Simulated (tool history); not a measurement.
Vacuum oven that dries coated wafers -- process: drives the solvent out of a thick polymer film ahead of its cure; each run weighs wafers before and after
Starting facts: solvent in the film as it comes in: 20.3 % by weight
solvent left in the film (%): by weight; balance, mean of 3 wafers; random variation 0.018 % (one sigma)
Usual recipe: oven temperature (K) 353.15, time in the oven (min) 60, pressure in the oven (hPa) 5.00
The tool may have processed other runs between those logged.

run    hour  oven temperature (K)  time in the oven (min)  pressure in the oven (hPa)  solvent left in the film (%)
  1     0.0                353.15                      60                        5.00                          3.96
  2   106.5                353.15                      60                        5.00                          3.99
  3   182.8                353.15                      60                        5.00                          3.94
  4   258.8                346.15                      60                        5.00                          5.91
  5   368.7                346.15                      60                        5.00                          5.90
  6   450.8                346.15                      60                        5.00                          5.87
  7   496.1                346.15                      60                        5.00                          5.87
  8   559.0                344.15                      60                        5.00                          6.43
  9   644.9                344.15                      60                        5.00                          6.51
 10   749.5                344.15                      60                        5.00                          6.43
 11   849.4                353.15                      60                        4.00                          3.79
 12   894.9                353.15                      60                        4.00                          3.79
 13   974.9                353.15                      60                        4.00                          3.77
 14  1031.8                353.15                      60                        4.00                          3.77
     1051.0  -- vacuum gauge cleaned of residue and calibrated
 15  1140.3                353.15                      95                        4.00                          1.52
 16  1202.5                353.15                      60                        5.00                          3.65
 17  1294.2                353.15                      31                        5.00                          7.49
 18  1387.0                353.15                      31                        5.00                          7.46
     1438.4  -- oven's thermocouples calibrated
 19  1459.3                353.15                      31                        5.00                          7.70
 20  1516.5                353.15                      60                        5.00                          3.80
 21  1619.1                353.15                      60                        5.00                          3.73
 22  1714.3                353.15                      60                        5.00                          3.77
 23  1799.4                353.15                      60                        4.78                          3.74
 24  1866.3                353.15                      60                        4.78                          3.71
 25  1932.5                340.15                      51                        5.00                          8.43
 26  2019.3                338.15                      75                       18.02                          7.13
 27  2083.4                341.15                      85                        4.03                          5.06
 28  2144.2                341.15                      85                        4.03                          5.05
 29  2219.3                341.15                      85                        4.03                          5.01
 30  2266.2                341.15                      85                        4.03                          5.02
 31  2357.4                341.15                      85                        4.03                          5.01
 32  2422.0                341.15                      85                        4.03                          4.99
 33  2527.5                341.15                      85                        4.03                          4.99
 34  2625.8                361.15                      87                        2.76                          0.73
 35  2730.0                353.15                      60                        4.63                          3.57
 36  2816.6                340.15                      60                        5.10                          7.27
 37  2874.5                353.15                      60                        2.98                          3.48
 38  2928.4                353.15                      60                        2.98                          3.50
     2973.5  -- oven's thermocouples calibrated
     3002.6  -- vacuum gauge cleaned of residue and calibrated
 39  3024.0                353.15                      60                        2.67                          3.84
 40  3123.9                353.15                      60                        2.67                          3.82
 41  3191.9                353.15                      60                        2.67                          3.84
 42  3240.0                340.15                      63                        2.67                          7.32
 43  3315.2                353.15                      88                        5.00                          1.96
 44  3420.6                364.15                      38                        5.00                          3.50
 45  3477.3                364.15                      48                        6.58                          2.37
 46  3526.6                357.15                      43                        4.38                          4.57
 47  3628.3                357.15                      43                        4.38                          4.57

The logged runs with the hidden state left out (each run's random variation unchanged):
Unlogged tool condition in this case: true wafer temperature over the reading, C; true pressure over the reading, kPa; drift of the gauge itself on solvent_pct, %.
run  solvent left in the film (%)
  1                          3.91
  2                          3.96
  3                          3.93
  4                          5.91
  5                          5.93
  6                          5.91
  7                          5.92
  8                          6.50
  9                          6.59
 10                          6.53
 11                          3.91
 12                          3.92
 13                          3.92
 14                          3.93
 15                          1.71
 16                          3.94
 17                          7.82
 18                          7.80
 19                          7.86
 20                          3.96
 21                          3.91
 22                          3.96
 23                          3.95
 24                          3.93
 25                          8.69
 26                          7.42
 27                          5.35
 28                          5.35
 29                          5.33
 30                          5.34
 31                          5.35
 32                          5.35
 33                          5.37
 34                          0.83
 35                          3.95
 36                          7.72
 37                          3.89
 38                          3.91
 39                          3.90
 40                          3.90
 41                          3.92
 42                          7.43
 43                          2.04
 44                          3.63
 45                          2.48
 46                          4.73
 47                          4.75
